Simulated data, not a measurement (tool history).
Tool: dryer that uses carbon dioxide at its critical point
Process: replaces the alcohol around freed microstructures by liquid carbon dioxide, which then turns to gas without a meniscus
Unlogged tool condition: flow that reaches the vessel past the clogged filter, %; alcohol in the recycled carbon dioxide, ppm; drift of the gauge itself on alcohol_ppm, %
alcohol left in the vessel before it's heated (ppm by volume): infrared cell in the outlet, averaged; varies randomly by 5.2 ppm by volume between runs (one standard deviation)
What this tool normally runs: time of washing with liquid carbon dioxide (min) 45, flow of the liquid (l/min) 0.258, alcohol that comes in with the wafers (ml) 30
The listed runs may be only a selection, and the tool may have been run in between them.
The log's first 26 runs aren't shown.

run,day,time of washing with liquid carbon dioxide (min),flow of the liquid (l/min),alcohol that comes in with the wafers (ml),hours of work since the filter was changed,hours of work since the purifier's bed was changed,alcohol left in the vessel before it's heated (ppm by volume)
27,25.738,45,0.306,24,371,433,105
28,27.121,42,0.369,74,386,448,134
29,27.850,42,0.369,74,394,456,124
30,28.600,49,0.369,107,402,465,105
# day 29.033: inlet filter changed
31,29.308,45,0.169,34,3,472,639
32,30.583,45,0.169,34,17,486,632
33,31.971,45,0.169,34,32,501,633
34,32.558,59,0.169,69,39,508,464
35,33.917,59,0.169,69,54,523,489
36,34.700,45,0.182,30,63,532,477
37,35.692,45,0.265,22,74,543,143
38,36.383,45,0.265,22,81,550,135
39,37.317,35,0.288,30,92,561,258
40,38.454,35,0.288,30,104,573,259
41,39.779,35,0.288,30,119,588,264
42,41.125,60,0.258,30,134,603,109
43,42.021,33,0.258,30,144,613,435
44,42.842,45,0.345,48,153,622,125
45,44.271,45,0.258,105,168,637,431
46,44.846,45,0.258,105,175,644,447

Branching from run 46: 4 alternative next runs. What would each branch give?
A,45.658,62,0.258,111,184,653,?
B,45.658,45,0.297,30,184,653,?
C,45.658,49,0.258,70,184,653,?
D,45.658,45,0.258,38,184,653,?

run,alcohol left in the vessel before it's heated (ppm by volume)
A,145
B,144
C,240
D,225
Without the tool's unlogged condition, the same runs would have read:
run,alcohol left in the vessel before it's heated (ppm by volume)
A,39
B,43
C,120
D,110

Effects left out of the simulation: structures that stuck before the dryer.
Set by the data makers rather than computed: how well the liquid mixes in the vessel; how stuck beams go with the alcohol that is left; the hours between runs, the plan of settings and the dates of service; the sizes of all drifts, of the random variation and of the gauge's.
